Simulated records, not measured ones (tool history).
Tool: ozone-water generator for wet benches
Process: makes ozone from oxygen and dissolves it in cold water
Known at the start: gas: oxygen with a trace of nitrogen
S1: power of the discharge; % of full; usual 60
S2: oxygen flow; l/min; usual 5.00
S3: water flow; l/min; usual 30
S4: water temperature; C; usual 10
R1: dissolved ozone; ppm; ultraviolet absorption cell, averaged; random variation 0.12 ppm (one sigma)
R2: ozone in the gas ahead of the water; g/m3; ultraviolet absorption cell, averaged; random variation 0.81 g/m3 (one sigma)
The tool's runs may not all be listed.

run	hour	S1	S2	S3	S4	R1	R2
1	0.0	60	5.00	30	10	11.5	126.4
2	17.3	60	5.00	30	10	11.2	128.3
3	45.6	60	8.43	30	10	11.6	92.9
4	63.6	60	8.43	30	10	11.7	91.7
5	83.1	60	8.43	30	10	11.5	91.8
6	115.0	55	5.00	30	10	10.6	115.7
7	128.6	55	5.00	30	10	10.5	115.8
8	155.4	60	5.80	30	10	11.6	115.7
# hour 161.6: contactor cleaned
9	172.5	60	5.80	30	10	11.1	116.1
10	190.5	60	5.80	30	10	11.4	114.2
11	215.4	61	5.72	30	10	11.1	118.9
12	234.7	46	4.96	25	17	9.2	100.7
13	263.4	73	5.08	46	7	8.5	149.9
14	283.1	60	3.63	19	16	15.2	154.4
# hour 304.3: contactor cleaned, once more
15	319.5	60	5.00	19	10	17.5	126.6
16	343.1	45	7.43	27	8	10.3	76.6
17	372.4	60	6.80	30	8	12.3	104.0
18	398.5	60	6.50	30	7	12.4	107.8
19	416.2	60	6.50	30	7	12.5	107.4
20	439.3	60	6.50	30	7	12.5	108.6

Forecast each of these 3 alternatives for the next run:
A	466.1	60	6.50	30	16	?	?
B	466.1	60	6.50	30	16	?	?
C	466.1	60	8.34	30	10	?	?

run	R1	R2
A	11.4	106.6
B	11.2	107.7
C	12.1	93.0
Without the tool's hidden state the same runs would have given:
run	R1	R2
A	11.6	107.2
B	11.3	108.3
C	12.2	93.6
